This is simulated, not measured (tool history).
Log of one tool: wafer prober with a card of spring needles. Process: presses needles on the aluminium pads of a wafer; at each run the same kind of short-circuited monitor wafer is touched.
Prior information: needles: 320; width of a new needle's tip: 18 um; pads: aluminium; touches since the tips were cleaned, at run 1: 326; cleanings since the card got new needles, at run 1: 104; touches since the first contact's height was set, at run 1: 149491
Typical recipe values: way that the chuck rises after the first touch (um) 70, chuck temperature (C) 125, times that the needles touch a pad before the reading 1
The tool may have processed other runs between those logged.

| run | hour | way that the chuck rises after the first touch (um) | chuck temperature (C) | times that the needles touch a pad before the reading | touches since the tips were cleaned | cleanings since the card got new needles | touches since the first contact's height was set | resistance of one needle with its contact and lead (mohm) | way that a needle slides on the pad (um) |
|---|---|---|---|---|---|---|---|---|---|
| 1 | 0 | 70 | 125 | 1 | 326 | 104 | 149491 | 209 | 11.53 |
|  | 11.4 | tips cleaned on abrasive film |
|  | 22.7 | tips cleaned on abrasive film |
| 2 | 26.5 | 70 | 125 | 1 | 1926 | 106 | 163002 | 238 | 11.55 |
|  | 35 | tips cleaned on abrasive film |
|  | 49.1 | tips cleaned on abrasive film |
|  | 52.2 | height of the first contact set anew |
| 3 | 53.7 | 70 | 125 | 1 | 2228 | 108 | 780 | 261 | 11.41 |
|  | 62.2 | tips cleaned on abrasive film |
|  | 73.6 | tips cleaned on abrasive film |
|  | 87.8 | tips cleaned on abrasive film |
|  | 101.8 | tips cleaned on abrasive film |
| 4 | 105.6 | 70 | 125 | 1 | 1928 | 112 | 27275 | 262 | 11.48 |
|  | 113.8 | tips cleaned on abrasive film |
|  | 128 | tips cleaned on abrasive film |
| 5 | 139.1 | 70 | 125 | 1 | 5717 | 114 | 44402 | 329 | 11.52 |
|  | 142 | tips cleaned on abrasive film |
|  | 153.3 | tips cleaned on abrasive film |
|  | 167.5 | tips cleaned on abrasive film |
|  | 181.7 | tips cleaned on abrasive film |
| 6 | 185.9 | 79 | 125 | 1 | 2185 | 118 | 68310 | 245 | 12.79 |
|  | 194.5 | tips cleaned on abrasive film |
|  | 208.5 | tips cleaned on abrasive film |
|  | 220.4 | tips cleaned on abrasive film |
| 7 | 220.4 | 70 | 125 | 2 | 0 | 121 | 85909 | 197 | 11.2 |
|  | 234.6 | tips cleaned on abrasive film |
|  | 245.9 | tips cleaned on abrasive film |
| 8 | 249 | 70 | 125 | 2 | 1587 | 123 | 100529 | 225 | 11.16 |
|  | 260.1 | tips cleaned on abrasive film |
|  | 274.3 | tips cleaned on abrasive film |
|  | 285.6 | tips cleaned on abrasive film |
| 9 | 292.5 | 70 | 125 | 3 | 3527 | 126 | 122736 | 223 | 11.17 |
|  | 298.2 | tips cleaned on abrasive film |
|  | 312.2 | tips cleaned on abrasive film |
|  | 326.4 | tips cleaned on abrasive film |
|  | 340.4 | tips cleaned on abrasive film |
| 10 | 346.8 | 67 | 125 | 1 | 3278 | 130 | 150481 | 311 | 10.71 |
|  | 352.5 | tips cleaned on abrasive film |
|  | 366.4 | tips cleaned on abrasive film |
| 11 | 373.5 | 79 | 68 | 1 | 3688 | 132 | 164150 | 273 | 12.67 |
|  | 379.3 | tips cleaned on abrasive film |
|  | 382.4 | height of the first contact set anew, once more |
|  | 390.9 | tips cleaned on abrasive film |
|  | 404.9 | tips cleaned on abrasive film |
| 12 | 404.9 | 70 | 125 | 2 | 0 | 135 | 11465 | 194 | 11.89 |
|  | 416.2 | tips cleaned on abrasive film |
|  | 430.3 | tips cleaned on abrasive film |
|  | 444.3 | tips cleaned on abrasive film |
|  | 455.7 | tips cleaned on abrasive film |
| 13 | 464.5 | 70 | 30 | 1 | 4551 | 139 | 41974 | 293 | 11.81 |
|  | 467.4 | tips cleaned on abrasive film |
|  | 478.8 | tips cleaned on abrasive film |
|  | 490.2 | tips cleaned on abrasive film |
|  | 504.2 | tips cleaned on abrasive film |
|  | 518.4 | tips cleaned on abrasive film |
| 14 | 526.9 | 56 | 31 | 1 | 4399 | 144 | 73818 | 383 | 9.56 |
|  | 529.8 | tips cleaned on abrasive film |
|  | 541.2 | tips cleaned on abrasive film |
|  | 552.5 | tips cleaned on abrasive film |
| 15 | 556.5 | 72 | 31 | 1 | 2049 | 147 | 88908 | 240 | 12.08 |
|  | 565.1 | tips cleaned on abrasive film |
|  | 576.4 | tips cleaned on abrasive film |
|  | 590.6 | tips cleaned on abrasive film |
| 16 | 595.2 | 80 | 66 | 2 | 2354 | 150 | 108641 | 211 | 13.53 |
|  | 603.7 | tips cleaned on abrasive film |
|  | 615.1 | tips cleaned on abrasive film |
|  | 627.5 | tips cleaned on abrasive film |
| 17 | 627.5 | 70 | 79 | 1 | 0 | 153 | 125137 | 195 | 11.7 |

Run 18 has not been measured yet. What should we expect?
|  | 641.7 | tips cleaned on abrasive film |
|  | 653 | tips cleaned on abrasive film |
| 18 | 656.6 | 66 | 56 | 3 | 1808 | 155 | 139977 | ? | ? |

resistance of one needle with its contact and lead (mohm): 208
way that a needle slides on the pad (um): 10.92
The same run, on a tool lacking any hidden state, would have yielded resistance of one needle with its contact and lead (mohm) 167, way that a needle slides on the pad (um) 11.31.
